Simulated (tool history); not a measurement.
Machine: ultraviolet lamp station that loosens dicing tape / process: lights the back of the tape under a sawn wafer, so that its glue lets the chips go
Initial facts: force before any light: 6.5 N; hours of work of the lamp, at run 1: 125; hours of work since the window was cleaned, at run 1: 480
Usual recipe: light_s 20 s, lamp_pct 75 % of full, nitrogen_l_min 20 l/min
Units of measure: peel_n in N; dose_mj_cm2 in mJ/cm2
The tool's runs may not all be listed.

| run | hour | light_s | lamp_pct | nitrogen_l_min | hours of work of the lamp | hours of work since the window was cleaned | peel_n | dose_mj_cm2 |
|---|---|---|---|---|---|---|---|---|
| 1 | 0 | 20 | 75 | 20 | 125 | 480 | 0.864 | 345 |
| 2 | 5.1 | 20 | 75 | 31 | 128 | 483 | 0.78 | 341 |
| 3 | 13.7 | 20 | 75 | 12 | 134 | 488 | 1.161 | 340 |
| 4 | 18.1 | 20 | 75 | 12 | 136 | 491 | 1.131 | 344 |
| 5 | 23.7 | 20 | 75 | 12 | 140 | 494 | 1.162 | 335 |
| 6 | 32.2 | 17 | 75 | 12 | 145 | 500 | 1.499 | 286 |
| 7 | 42.7 | 17 | 75 | 12 | 152 | 506 | 1.539 | 283 |
|  | 45.3 | window cleaned of glue's vapour |
| 8 | 52.8 | 26 | 75 | 20 | 158 | 5 | 0.362 | 520 |
| 9 | 59.1 | 26 | 75 | 20 | 162 | 9 | 0.378 | 520 |
| 10 | 68.7 | 26 | 75 | 20 | 168 | 15 | 0.374 | 520 |
| 11 | 77.1 | 26 | 75 | 20 | 173 | 20 | 0.393 | 523 |
| 12 | 86.3 | 26 | 75 | 20 | 179 | 25 | 0.387 | 513 |
| 13 | 94.2 | 26 | 75 | 26 | 183 | 30 | 0.347 | 515 |
| 14 | 102.8 | 26 | 75 | 26 | 189 | 36 | 0.34 | 511 |
| 15 | 109.6 | 20 | 99 | 20 | 193 | 40 | 0.377 | 523 |
| 16 | 117.4 | 20 | 99 | 20 | 198 | 45 | 0.382 | 517 |
| 17 | 123.1 | 20 | 75 | 20 | 201 | 48 | 0.686 | 387 |
| 18 | 133.7 | 20 | 75 | 20 | 208 | 55 | 0.721 | 389 |
| 19 | 140.3 | 20 | 75 | 20 | 212 | 59 | 0.733 | 387 |
| 20 | 145.8 | 20 | 75 | 20 | 215 | 62 | 0.723 | 388 |
| 21 | 156.6 | 20 | 75 | 20 | 222 | 69 | 0.719 | 382 |
| 22 | 162.5 | 20 | 75 | 20 | 226 | 73 | 0.758 | 379 |
| 23 | 167.9 | 37 | 72 | 32 | 229 | 76 | 0.175 | 671 |
| 24 | 176.4 | 37 | 72 | 32 | 234 | 81 | 0.187 | 677 |
| 25 | 187.1 | 22 | 76 | 38 | 241 | 88 | 0.456 | 421 |
| 26 | 196.4 | 15 | 90 | 6 | 247 | 94 | 1.596 | 341 |
| 27 | 201.5 | 30 | 78 | 33 | 250 | 97 | 0.214 | 588 |
| 28 | 207 | 30 | 78 | 33 | 253 | 100 | 0.24 | 588 |
| 29 | 213.5 | 30 | 78 | 33 | 257 | 104 | 0.235 | 582 |
| 30 | 219.5 | 37 | 100 | 13 | 261 | 108 | 0.161 | 926 |
| 31 | 226.8 | 37 | 100 | 13 | 266 | 113 | 0.152 | 911 |
| 32 | 237.1 | 23 | 80 | 13 | 272 | 119 | 0.656 | 454 |
| 33 | 247.5 | 20 | 75 | 39 | 279 | 126 | 0.606 | 363 |
| 34 | 252 | 13 | 75 | 20 | 281 | 128 | 1.647 | 236 |
| 35 | 262.8 | 10 | 68 | 15 | 288 | 135 | 2.696 | 165 |
| 36 | 268 | 18 | 62 | 20 | 291 | 138 | 1.349 | 268 |
| 37 | 276.1 | 18 | 62 | 20 | 296 | 143 | 1.351 | 269 |
| 38 | 284.3 | 27 | 75 | 28 | 301 | 148 | 0.365 | 486 |
| 39 | 288.9 | 27 | 75 | 28 | 304 | 151 | 0.385 | 479 |
| 40 | 296.8 | 15 | 75 | 14 | 309 | 156 | 1.574 | 271 |
| 41 | 307.4 | 24 | 75 | 28 | 316 | 163 | 0.507 | 427 |

Hidden state at the last listed run before each entry between runs and at the first one after, where it differs:
Run 7 -> run 8: window cleaned of glue's vapour (hour 45.3)
  lamp's light, % of a new lamp's: 93.8 -> 93.6; light that the window lets through, % of a clean one's: 82.3 -> 98.8
  measured result minus the result with no hidden state, peel_n: +0.52 -> +0.061 N; dose_mj_cm2: -84 -> -43 mJ/cm2
